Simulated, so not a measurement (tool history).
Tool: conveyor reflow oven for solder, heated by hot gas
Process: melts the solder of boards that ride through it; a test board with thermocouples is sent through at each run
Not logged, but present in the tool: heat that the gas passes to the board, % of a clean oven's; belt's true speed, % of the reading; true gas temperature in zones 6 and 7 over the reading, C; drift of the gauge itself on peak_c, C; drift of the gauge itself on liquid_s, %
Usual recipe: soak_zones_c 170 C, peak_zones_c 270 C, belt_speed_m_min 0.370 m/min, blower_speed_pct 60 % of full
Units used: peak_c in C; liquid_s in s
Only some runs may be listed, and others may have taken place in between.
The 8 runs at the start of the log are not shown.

| run | hour | soak_zones_c | peak_zones_c | belt_speed_m_min | blower_speed_pct | hours of work since the flux was cleaned out | hours of work since the belt drive was overhauled | hours of work since the thermocouples were changed | peak_c | liquid_s |
|---|---|---|---|---|---|---|---|---|---|---|
| 9 | 50.8 | 170 | 270 | 0.370 | 60 | 237 | 456 | 154 | 254.7 | 73.9 |
| 10 | 58.2 | 170 | 270 | 0.370 | 60 | 241 | 460 | 158 | 255.1 | 74.3 |
| 11 | 64.4 | 170 | 270 | 0.370 | 60 | 245 | 463 | 161 | 254.4 | 73.4 |
| 12 | 71.7 | 170 | 270 | 0.403 | 60 | 249 | 467 | 165 | 251.4 | 64.7 |
| 13 | 79.8 | 170 | 270 | 0.403 | 60 | 253 | 472 | 170 | 251.4 | 64.2 |
| 14 | 89.1 | 170 | 270 | 0.403 | 60 | 258 | 477 | 175 | 252.4 | 65.9 |
| 15 | 95.8 | 170 | 270 | 0.403 | 60 | 262 | 481 | 179 | 251.0 | 64.6 |
| 16 | 100.3 | 170 | 270 | 0.403 | 60 | 265 | 483 | 181 | 251.4 | 65.0 |
| 17 | 104.3 | 163 | 283 | 0.434 | 79 | 267 | 486 | 183 | 262.3 | 65.0 |
| 18 | 109.0 | 163 | 283 | 0.434 | 79 | 270 | 488 | 186 | 262.6 | 65.3 |
| 19 | 113.9 | 163 | 283 | 0.434 | 79 | 272 | 491 | 189 | 262.8 | 65.8 |
| 20 | 119.2 | 170 | 278 | 0.370 | 72 | 275 | 494 | 192 | 263.2 | 81.2 |
| 21 | 125.5 | 170 | 270 | 0.370 | 71 | 279 | 497 | 195 | 257.1 | 76.5 |
| 22 | 132.2 | 171 | 263 | 0.356 | 60 | 282 | 501 | 199 | 249.2 | 73.2 |
| 23 | 139.6 | 171 | 259 | 0.356 | 60 | 287 | 505 | 203 | 245.5 | 68.2 |
| 24 | 144.7 | 171 | 259 | 0.356 | 60 | 289 | 508 | 206 | 246.0 | 69.2 |
| 25 | 152.8 | 171 | 259 | 0.356 | 60 | 294 | 513 | 210 | 244.7 | 68.5 |
| 26 | 159.4 | 156 | 270 | 0.370 | 81 | 298 | 516 | 214 | 255.1 | 70.9 |
| 27 | 164.3 | 156 | 270 | 0.370 | 58 | 300 | 519 | 217 | 250.5 | 64.2 |
| 28 | 170.4 | 156 | 270 | 0.370 | 50 | 304 | 522 | 220 | 248.6 | 61.1 |
| 29 | 175.6 | 165 | 270 | 0.370 | 89 | 307 | 525 | 223 | 258.4 | 76.3 |
| 30 | 179.6 | 170 | 268 | 0.309 | 60 | 309 | 527 | 225 | 257.1 | 95.0 |
|  | 191.6 | flux residue cleaned out of gas plates and filters |
| 31 | 193.2 | 185 | 261 | 0.351 | 51 | 1 | 532 | 230 | 249.6 | 81.4 |

4 ways to go on from here, each from the tool as it stands after run 31. What would each give?
| A | 198.6 | 183 | 264 | 0.351 | 51 | 4 | 535 | 233 | ? | ? |
| B | 198.6 | 170 | 285 | 0.308 | 75 | 4 | 535 | 233 | ? | ? |
| C | 198.6 | 162 | 283 | 0.392 | 51 | 4 | 535 | 233 | ? | ? |
| D | 198.6 | 174 | 258 | 0.423 | 51 | 4 | 535 | 233 | ? | ? |

| run | peak_c | liquid_s |
|---|---|---|
| A | 252.4 | 83.8 |
| B | 276.5 | 109.1 |
| C | 262.6 | 73.4 |
| D | 240.0 | 50.5 |
What these runs would have given with no unlogged condition in the tool:
| run | peak_c | liquid_s |
|---|---|---|
| A | 252.4 | 82.9 |
| B | 276.6 | 108.2 |
| C | 262.5 | 72.7 |
| D | 239.9 | 49.9 |
